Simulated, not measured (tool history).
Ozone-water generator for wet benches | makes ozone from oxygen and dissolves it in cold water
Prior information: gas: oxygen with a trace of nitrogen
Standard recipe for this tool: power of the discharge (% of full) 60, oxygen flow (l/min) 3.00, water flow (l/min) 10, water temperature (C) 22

run    hour  power of the discharge (% of full)  oxygen flow (l/min)  water flow (l/min)  water temperature (C)  dissolved ozone (ppm)  ozone in the gas ahead of the water (g/m3)
  1     0.0                                  60                 3.00                  10                     22                   13.8                                       127.5
  2    97.3                                  60                 3.00                  10                     22                   13.4                                       128.8
  3   244.0                                  60                 3.00                  10                     22                   13.6                                       128.9
  4   396.8                                  60                 3.00                  16                     22                    9.6                                       128.2
  5   513.4                                  60                 3.00                  10                     24                   13.2                                       127.0
  6   652.2                                  60                 3.00                  10                     24                   13.1                                       127.6
  7   803.1                                  60                 3.00                  10                     22                   13.8                                       128.8
  8   908.8                                  60                 3.00                  10                     22                   13.3                                       128.6
  9  1046.7                                  60                 3.00                  10                     22                   13.6                                       128.8
     1085.4  -- water thermometer calibrated
 10  1179.0                                  60                 3.00                  10                     22                   13.6                                       128.4
 11  1327.6                                  60                 3.00                  10                     22                   13.4                                       126.8
 12  1467.0                                  60                 3.00                  10                     22                   13.7                                       126.9
 13  1581.1                                  43                 3.00                  10                     22                   10.4                                       100.2
 14  1671.5                                  60                 3.00                  10                     22                   13.7                                       128.6
 15  1759.6                                  60                 3.00                  10                     22                   13.5                                       127.8
 16  1883.3                                  60                 3.00                  10                     22                   13.6                                       127.9
 17  2009.5                                  60                 3.00                  10                     22                   13.5                                       128.8
 18  2112.2                                  48                 2.31                   7                     19                   15.5                                       128.9
 19  2223.9                                  48                 2.31                   7                     19                   15.5                                       127.8
 20  2335.6                                  60                 1.61                  10                     22                   14.2                                       191.2
 21  2478.1                                  60                 1.61                  10                     22                   14.0                                       190.2
 22  2588.3                                  60                 1.61                   6                     22                   20.1                                       190.2
 23  2667.0                                  53                 2.27                  11                     15                   12.8                                       141.6
 24  2809.9                                  60                 2.83                  10                     25                   12.8                                       132.8
 25  2943.8                                  89                 2.83                  12                     25                   15.5                                       176.9
 26  3020.3                                  91                 4.01                   9                     23                   18.2                                       145.8
 27  3143.0                                  60                 3.00                   9                     30                   12.6                                       128.2
 28  3249.7                                  60                 3.00                   9                     30                   12.3                                       126.8
 29  3406.9                                  60                 3.00                   9                     30                   12.3                                       128.2
 30  3564.0                                  94                 4.29                  10                     15                   20.1                                       143.7
 31  3688.1                                  94                 3.98                  15                     17                   15.2                                       150.4
 32  3831.6                                  41                 3.00                  10                     22                   10.2                                        95.6

Consider 4 possible next runs. They are alternatives, not a sequence: every one starts from the tool as it was left by run 32. What does each give?
  A  3959.1                                  92                 3.31                  10                     14                      ?                                           ?
  B  3959.1                                  60                 3.00                  10                     17                      ?                                           ?
  C  3959.1                                  42                 1.97                   7                     22                      ?                                           ?
  D  3959.1                                  73                 5.35                  10                     22                      ?                                           ?

run  dissolved ozone (ppm)  ozone in the gas ahead of the water (g/m3)
  A                   20.7                                       165.0
  B                   14.6                                       126.7
  C                   13.8                                       128.1
  D                   13.8                                       102.2
Had the tool no hidden state, the same runs would have come out as:
run  dissolved ozone (ppm)  ozone in the gas ahead of the water (g/m3)
  A                   20.8                                       165.4
  B                   14.6                                       126.9
  C                   13.8                                       128.3
  D                   13.9                                       102.4
